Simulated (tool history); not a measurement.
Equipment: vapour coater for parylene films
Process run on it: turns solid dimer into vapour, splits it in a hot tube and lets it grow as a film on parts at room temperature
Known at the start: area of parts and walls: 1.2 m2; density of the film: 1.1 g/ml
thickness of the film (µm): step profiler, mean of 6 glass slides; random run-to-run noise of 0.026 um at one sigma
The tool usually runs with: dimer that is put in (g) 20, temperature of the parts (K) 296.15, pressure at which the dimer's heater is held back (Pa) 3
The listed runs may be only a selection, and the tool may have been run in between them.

run   hour  dimer that is put in (g)  temperature of the parts (K)  pressure at which the dimer's heater is held back (Pa)  thickness of the film (µm)
  1      0                        20                        296.15                                                       3                        9.35
  2   23.2                         9                        296.15                                                       3                        4.22
      31.6  -- trap's valve overhauled
  3   62.5                         9                        296.15                                                       3                        4.24
  4   90.8                         9                        296.15                                                       3                         4.2
  5  110.4                        20                        296.15                                                       3                        9.34
  6  141.4                        20                        296.15                                                       3                        9.34
  7  182.1                        20                        296.15                                                       3                         9.4
  8  227.4                        20                        292.15                                                       3                       11.03
  9    261                        20                        292.15                                                       3                       11.04
 10    298                        20                        292.15                                                       3                       11.03
 11  344.2                        19                        296.15                                                       3                         8.9
 12    386                        19                        296.15                                                       3                        8.93
 13  415.2                        19                        296.15                                                       3                        8.87
 14  451.2                        20                        293.15                                                       3                       10.55
 15  488.7                        20                        293.15                                                       3                        10.6
 16  524.3                        20                        296.15                                                       3                        9.37

Run 17 has not been measured yet. What should we expect?
 17  566.1                        20                        296.15                                                       3                           ?

{"run 17": {"thickness of the film (µm)": 9.35}}
On a tool with no hidden condition, and with the same random variation, this run would have come out at thickness of the film (µm) 9.36.
